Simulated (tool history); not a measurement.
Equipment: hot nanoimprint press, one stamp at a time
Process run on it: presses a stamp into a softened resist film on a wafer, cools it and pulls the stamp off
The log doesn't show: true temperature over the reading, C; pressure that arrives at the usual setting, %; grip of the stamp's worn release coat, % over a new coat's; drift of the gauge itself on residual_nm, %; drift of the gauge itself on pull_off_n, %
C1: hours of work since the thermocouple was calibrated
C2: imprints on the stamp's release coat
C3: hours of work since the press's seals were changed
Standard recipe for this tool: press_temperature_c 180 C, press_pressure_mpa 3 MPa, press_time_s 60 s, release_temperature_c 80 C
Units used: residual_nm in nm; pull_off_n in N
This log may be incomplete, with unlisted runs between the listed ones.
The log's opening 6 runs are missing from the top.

{"run": 7, "day": 4.292, "press_temperature_c": 180, "press_pressure_mpa": 3, "press_time_s": 60, "release_temperature_c": 80, "C1": 394, "C2": 349, "C3": 695, "residual_nm": 192.9, "pull_off_n": 153}
{"run": 8, "day": 4.808, "press_temperature_c": 180, "press_pressure_mpa": 3, "press_time_s": 60, "release_temperature_c": 80, "C1": 403, "C2": 400, "C3": 704, "residual_nm": 192.8, "pull_off_n": 157}
{"run": 9, "day": 6.0, "press_temperature_c": 180, "press_pressure_mpa": 3, "press_time_s": 60, "release_temperature_c": 72, "C1": 424, "C2": 518, "C3": 725, "residual_nm": 194.3, "pull_off_n": 167}
{"run": 10, "day": 7.2, "press_temperature_c": 180, "press_pressure_mpa": 3, "press_time_s": 60, "release_temperature_c": 70, "C1": 446, "C2": 636, "C3": 746, "residual_nm": 193.6, "pull_off_n": 168}
{"day": 7.396, "done": "plate thermocouple calibrated"}
{"run": 11, "day": 8.496, "press_temperature_c": 180, "press_pressure_mpa": 3, "press_time_s": 60, "release_temperature_c": 70, "C1": 19, "C2": 752, "C3": 767, "residual_nm": 191.8, "pull_off_n": 177}
{"run": 12, "day": 9.683, "press_temperature_c": 180, "press_pressure_mpa": 3, "press_time_s": 60, "release_temperature_c": 70, "C1": 41, "C2": 870, "C3": 788, "residual_nm": 193.3, "pull_off_n": 176}
{"run": 13, "day": 10.704, "press_temperature_c": 184, "press_pressure_mpa": 3, "press_time_s": 60, "release_temperature_c": 70, "C1": 59, "C2": 971, "C3": 806, "residual_nm": 157.7, "pull_off_n": 173}
{"run": 14, "day": 11.733, "press_temperature_c": 184, "press_pressure_mpa": 3, "press_time_s": 60, "release_temperature_c": 70, "C1": 77, "C2": 1073, "C3": 824, "residual_nm": 158.1, "pull_off_n": 172}
{"run": 15, "day": 12.596, "press_temperature_c": 184, "press_pressure_mpa": 3, "press_time_s": 60, "release_temperature_c": 70, "C1": 92, "C2": 1158, "C3": 840, "residual_nm": 158.2, "pull_off_n": 170}
{"run": 16, "day": 13.171, "press_temperature_c": 184, "press_pressure_mpa": 3, "press_time_s": 60, "release_temperature_c": 70, "C1": 102, "C2": 1215, "C3": 850, "residual_nm": 157.6, "pull_off_n": 171}
{"run": 17, "day": 14.075, "press_temperature_c": 188, "press_pressure_mpa": 3.45, "press_time_s": 62, "release_temperature_c": 71, "C1": 118, "C2": 1304, "C3": 866, "residual_nm": 119.7, "pull_off_n": 170}
{"run": 18, "day": 14.796, "press_temperature_c": 180, "press_pressure_mpa": 2.21, "press_time_s": 111, "release_temperature_c": 69, "C1": 131, "C2": 1376, "C3": 879, "residual_nm": 171.3, "pull_off_n": 176}
{"run": 19, "day": 15.562, "press_temperature_c": 180, "press_pressure_mpa": 2.21, "press_time_s": 111, "release_temperature_c": 69, "C1": 145, "C2": 1452, "C3": 892, "residual_nm": 172.3, "pull_off_n": 172}
{"run": 20, "day": 16.108, "press_temperature_c": 171, "press_pressure_mpa": 2.21, "press_time_s": 43, "release_temperature_c": 69, "C1": 154, "C2": 1506, "C3": 902, "residual_nm": 354.8, "pull_off_n": 178}
{"run": 21, "day": 16.742, "press_temperature_c": 171, "press_pressure_mpa": 2.21, "press_time_s": 43, "release_temperature_c": 69, "C1": 166, "C2": 1568, "C3": 913, "residual_nm": 356.4, "pull_off_n": 173}
{"run": 22, "day": 17.292, "press_temperature_c": 168, "press_pressure_mpa": 3.98, "press_time_s": 60, "release_temperature_c": 80, "C1": 175, "C2": 1623, "C3": 923, "residual_nm": 304.1, "pull_off_n": 162}
{"run": 23, "day": 18.142, "press_temperature_c": 173, "press_pressure_mpa": 3.63, "press_time_s": 69, "release_temperature_c": 80, "C1": 191, "C2": 1707, "C3": 938, "residual_nm": 235.9, "pull_off_n": 152}
{"run": 24, "day": 18.779, "press_temperature_c": 180, "press_pressure_mpa": 2.77, "press_time_s": 53, "release_temperature_c": 80, "C1": 202, "C2": 1770, "C3": 949, "residual_nm": 207.6, "pull_off_n": 158}
{"day": 19.85, "done": "stamp cleaned and given a new release coat"}
{"run": 25, "day": 19.962, "press_temperature_c": 180, "press_pressure_mpa": 1.84, "press_time_s": 53, "release_temperature_c": 80, "C1": 218, "C2": 11, "C3": 966, "residual_nm": 245.9, "pull_off_n": 158}
{"run": 26, "day": 21.125, "press_temperature_c": 190, "press_pressure_mpa": 4.2, "press_time_s": 40, "release_temperature_c": 73, "C1": 239, "C2": 126, "C3": 986, "residual_nm": 119.1, "pull_off_n": 163}
{"run": 27, "day": 21.625, "press_temperature_c": 190, "press_pressure_mpa": 4.2, "press_time_s": 102, "release_temperature_c": 78, "C1": 248, "C2": 176, "C3": 995, "residual_nm": 77.5, "pull_off_n": 157}
{"run": 28, "day": 22.229, "press_temperature_c": 180, "press_pressure_mpa": 4.32, "press_time_s": 62, "release_temperature_c": 80, "C1": 259, "C2": 236, "C3": 1006, "residual_nm": 157, "pull_off_n": 155}
{"run": 29, "day": 22.867, "press_temperature_c": 184, "press_pressure_mpa": 3, "press_time_s": 50, "release_temperature_c": 80, "C1": 270, "C2": 298, "C3": 1017, "residual_nm": 168.8, "pull_off_n": 157}
{"run": 30, "day": 23.867, "press_temperature_c": 176, "press_pressure_mpa": 4.16, "press_time_s": 50, "release_temperature_c": 80, "C1": 288, "C2": 398, "C3": 1035, "residual_nm": 214.6, "pull_off_n": 157}
{"run": 31, "day": 24.867, "press_temperature_c": 171, "press_pressure_mpa": 3.39, "press_time_s": 84, "release_temperature_c": 80, "C1": 305, "C2": 497, "C3": 1053, "residual_nm": 251.4, "pull_off_n": 157}

Consider 3 possible next runs. They are alternatives, not a sequence: every one starts from the tool as it was left by run 31. What does each give?
{"day": 25.308, "done": "press's hydraulic seals changed and the load cell set to zero"}
{"run": "A", "day": 26.188, "press_temperature_c": 178, "press_pressure_mpa": 3.69, "press_time_s": 84, "release_temperature_c": 66, "C1": 323, "C2": 594, "C3": 16, "residual_nm": "?", "pull_off_n": "?"}
{"day": 25.308, "done": "press's hydraulic seals changed and the load cell set to zero"}
{"run": "B", "day": 26.188, "press_temperature_c": 171, "press_pressure_mpa": 3.39, "press_time_s": 31, "release_temperature_c": 81, "C1": 323, "C2": 594, "C3": 16, "residual_nm": "?", "pull_off_n": "?"}
{"day": 25.308, "done": "press's hydraulic seals changed and the load cell set to zero"}
{"run": "C", "day": 26.188, "press_temperature_c": 183, "press_pressure_mpa": 3.39, "press_time_s": 39, "release_temperature_c": 67, "C1": 323, "C2": 594, "C3": 16, "residual_nm": "?", "pull_off_n": "?"}

run=A residual_nm=165.5 pull_off_n=178
run=B residual_nm=336.6 pull_off_n=156
run=C residual_nm=184.6 pull_off_n=174
Take away the tool's hidden state, keep each run's random variation, and the runs would have read:
run=A residual_nm=169.8 pull_off_n=178
run=B residual_nm=345.1 pull_off_n=156
run=C residual_nm=189.4 pull_off_n=173

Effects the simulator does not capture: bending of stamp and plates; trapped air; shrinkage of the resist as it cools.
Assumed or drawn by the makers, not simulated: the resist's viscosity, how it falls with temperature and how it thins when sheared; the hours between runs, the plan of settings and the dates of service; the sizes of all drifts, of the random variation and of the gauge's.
